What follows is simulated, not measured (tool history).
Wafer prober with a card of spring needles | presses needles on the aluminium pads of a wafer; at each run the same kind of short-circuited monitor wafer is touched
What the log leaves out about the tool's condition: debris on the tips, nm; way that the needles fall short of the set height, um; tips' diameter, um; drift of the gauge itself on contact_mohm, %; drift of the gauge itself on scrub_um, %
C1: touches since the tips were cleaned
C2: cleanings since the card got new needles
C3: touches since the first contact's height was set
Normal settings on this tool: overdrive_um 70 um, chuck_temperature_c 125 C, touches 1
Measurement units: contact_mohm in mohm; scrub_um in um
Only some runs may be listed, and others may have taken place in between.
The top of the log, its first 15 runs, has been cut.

run 16 hour=242.0 | overdrive_um=51 chuck_temperature_c=125 touches=1 | C1=4718 C2=21 C3=8591 | contact_mohm=264 scrub_um=7.48
-- hour=247.6 tips cleaned on abrasive film
run 17 hour=253.8 | overdrive_um=51 chuck_temperature_c=125 touches=1 | C1=1568 C2=22 C3=11533 | contact_mohm=243 scrub_um=7.44
run 18 hour=270.1 | overdrive_um=89 chuck_temperature_c=125 touches=3 | C1=5675 C2=22 C3=15640 | contact_mohm=224 scrub_um=13.05
-- hour=271.7 tips cleaned on abrasive film
run 19 hour=290.3 | overdrive_um=56 chuck_temperature_c=56 touches=2 | C1=4686 C2=23 C3=20685 | contact_mohm=228 scrub_um=8.14
-- hour=295.9 tips cleaned on abrasive film
run 20 hour=310.4 | overdrive_um=56 chuck_temperature_c=56 touches=2 | C1=3648 C2=24 C3=25726 | contact_mohm=226 scrub_um=8.16
-- hour=319.4 tips cleaned on abrasive film
run 21 hour=324.7 | overdrive_um=72 chuck_temperature_c=100 touches=1 | C1=1351 C2=25 C3=29296 | contact_mohm=225 scrub_um=10.52
run 22 hour=340.5 | overdrive_um=53 chuck_temperature_c=55 touches=2 | C1=5310 C2=25 C3=33255 | contact_mohm=232 scrub_um=7.70
-- hour=344.1 tips cleaned on abrasive film
run 23 hour=362.2 | overdrive_um=75 chuck_temperature_c=76 touches=1 | C1=4551 C2=26 C3=38688 | contact_mohm=231 scrub_um=10.90

Expected results for the next run?
-- hour=367.6 tips cleaned on abrasive film
run 24 hour=380.9 | overdrive_um=51 chuck_temperature_c=26 touches=1 | C1=3344 C2=27 C3=43373 | contact_mohm=? scrub_um=?

{"run 24": {"contact_mohm": 247, "scrub_um": 7.35}}
With no hidden state in the tool, this same run would have given contact_mohm 203 mohm, scrub_um 7.45 um.
